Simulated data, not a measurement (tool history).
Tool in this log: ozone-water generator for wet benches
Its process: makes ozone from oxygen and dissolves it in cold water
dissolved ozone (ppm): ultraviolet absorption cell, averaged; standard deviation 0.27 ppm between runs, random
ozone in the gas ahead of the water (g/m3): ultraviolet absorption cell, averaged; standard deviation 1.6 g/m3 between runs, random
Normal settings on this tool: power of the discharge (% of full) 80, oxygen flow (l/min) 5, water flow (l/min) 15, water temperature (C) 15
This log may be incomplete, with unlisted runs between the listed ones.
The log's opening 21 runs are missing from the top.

run	day	power of the discharge (% of full)	oxygen flow (l/min)	water flow (l/min)	water temperature (C)	dissolved ozone (ppm)	ozone in the gas ahead of the water (g/m3)
22	39.45	95	7.82	15	10	48	245.2
23	41.154	80	5	19	20	33.8	289.9
24	42.825	49	4.39	15	15	29.6	216.8
25	44.258	89	4.39	14	8	54.1	345
# day 46.083: gauge calibrated
26	46.208	89	4.39	14	8	54.6	355.2
27	48.204	80	5	15	15	42.5	295.3
28	49.475	80	5	15	15	42.8	297.9
29	51.346	96	5	15	15	48.6	342.8
30	53.562	96	5	15	15	48.6	341.4
31	54.7	96	5	15	15	49	340.2
32	55.767	54	5	16	15	29.9	217.5
33	57.704	54	2.94	16	7	33.7	312.2

Alternative continuations, all from the tool just after run 33; predict every row:
A	59.767	63	8.41	16	16	?	?
B	59.767	80	5	12	15	?	?
C	59.767	90	2.94	16	7	?	?

run	dissolved ozone (ppm)	ozone in the gas ahead of the water (g/m3)
A	29.8	171.7
B	48.4	294.5
C	50.4	464.6
Had the tool no hidden state, the same runs would have come out as:
run	dissolved ozone (ppm)	ozone in the gas ahead of the water (g/m3)
A	29.8	173.2
B	48.5	297.1
C	50.5	468.7

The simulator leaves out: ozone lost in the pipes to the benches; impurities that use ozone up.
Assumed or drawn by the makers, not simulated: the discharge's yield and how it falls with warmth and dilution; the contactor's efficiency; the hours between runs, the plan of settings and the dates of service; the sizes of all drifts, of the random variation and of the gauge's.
